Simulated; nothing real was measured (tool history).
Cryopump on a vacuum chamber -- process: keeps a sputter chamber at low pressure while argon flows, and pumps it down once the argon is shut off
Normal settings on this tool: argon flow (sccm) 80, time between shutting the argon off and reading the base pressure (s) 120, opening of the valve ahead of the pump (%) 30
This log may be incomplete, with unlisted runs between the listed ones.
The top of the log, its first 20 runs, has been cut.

run,hour,argon flow (sccm),time between shutting the argon off and reading the base pressure (s),opening of the valve ahead of the pump (%),pressure while argon flows (Pa),pressure after the wait (uPa)
21,540.1,100,69,37,0.2904,2.36
22,558.1,80,201,56,0.1569,2.09
23,575.0,80,201,28,0.3051,2.05
# hour 580.6: leaking fittings of the chamber tightened, without venting
24,593.4,80,201,28,0.3063,0.34
25,612.0,80,27,54,0.1627,1.22
26,642.3,38,206,23,0.1756,0.38
27,659.0,43,206,23,0.2001,0.40
28,675.5,154,206,23,0.7172,0.35
29,707.8,154,206,28,0.5912,0.42
30,746.9,117,35,25,0.5044,1.02
31,783.9,88,74,20,0.4720,0.65
32,819.8,86,88,30,0.3102,0.63
33,848.4,76,26,30,0.2760,1.31
34,884.0,96,188,40,0.2654,0.54
35,916.6,80,91,30,0.2916,0.63

3 options for the next run, each taken on its own from the tool as it stands now. Forecast them:
A,938.2,84,29,16,?,?
B,938.2,50,45,20,?,?
C,938.2,76,34,40,?,?

run,pressure while argon flows (Pa),pressure after the wait (uPa)
A,0.5567,1.26
B,0.2691,0.99
C,0.2097,1.12
Without the tool's hidden state the same runs would have given:
run,pressure while argon flows (Pa),pressure after the wait (uPa)
A,0.5432,1.05
B,0.2610,0.78
C,0.1975,0.92
